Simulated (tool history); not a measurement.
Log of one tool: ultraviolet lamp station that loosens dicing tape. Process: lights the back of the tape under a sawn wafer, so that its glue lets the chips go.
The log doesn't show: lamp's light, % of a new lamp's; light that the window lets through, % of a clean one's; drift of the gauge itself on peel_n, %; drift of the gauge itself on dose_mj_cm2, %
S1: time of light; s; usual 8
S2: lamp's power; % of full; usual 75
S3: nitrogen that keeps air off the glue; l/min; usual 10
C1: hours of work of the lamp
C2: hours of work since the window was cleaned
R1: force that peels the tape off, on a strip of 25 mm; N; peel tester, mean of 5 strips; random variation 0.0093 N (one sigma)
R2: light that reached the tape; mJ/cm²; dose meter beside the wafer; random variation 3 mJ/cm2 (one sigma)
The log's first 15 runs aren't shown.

run 16 day=4.221 | S1=8 S2=75 S3=10 | C1=166 C2=334 | R1=0.534 R2=365
run 17 day=4.412 | S1=8 S2=75 S3=10 | C1=168 C2=336 | R1=0.535 R2=364
-- day=4.454 window cleaned of glue's vapour
run 18 day=4.604 | S1=8 S2=75 S3=10 | C1=170 C2=2 | R1=0.612 R2=345
run 19 day=4.8 | S1=8 S2=75 S3=10 | C1=172 C2=4 | R1=0.6 R2=338
-- day=5.067 window cleaned of glue's vapour, once more
run 20 day=5.096 | S1=8 S2=75 S3=10 | C1=175 C2=0 | R1=0.425 R2=425
run 21 day=5.267 | S1=7 S2=72 S3=6 | C1=177 C2=2 | R1=0.702 R2=354
run 22 day=5.512 | S1=7 S2=72 S3=6 | C1=180 C2=5 | R1=0.702 R2=355
run 23 day=5.817 | S1=7 S2=72 S3=6 | C1=184 C2=9 | R1=0.722 R2=354
run 24 day=6.062 | S1=7 S2=72 S3=6 | C1=186 C2=11 | R1=0.695 R2=358
run 25 day=6.233 | S1=9 S2=80 S3=3 | C1=188 C2=13 | R1=0.579 R2=503

The next listed run, before its measurement:
run 26 day=6.492 | S1=6 S2=74 S3=6 | C1=191 C2=16 | R1=? R2=?

{"run 26": {"R1": 0.871, "R2": 311}}
Without the tool's hidden state the same run would have given R1 0.791 N, R2 331 mJ/cm².
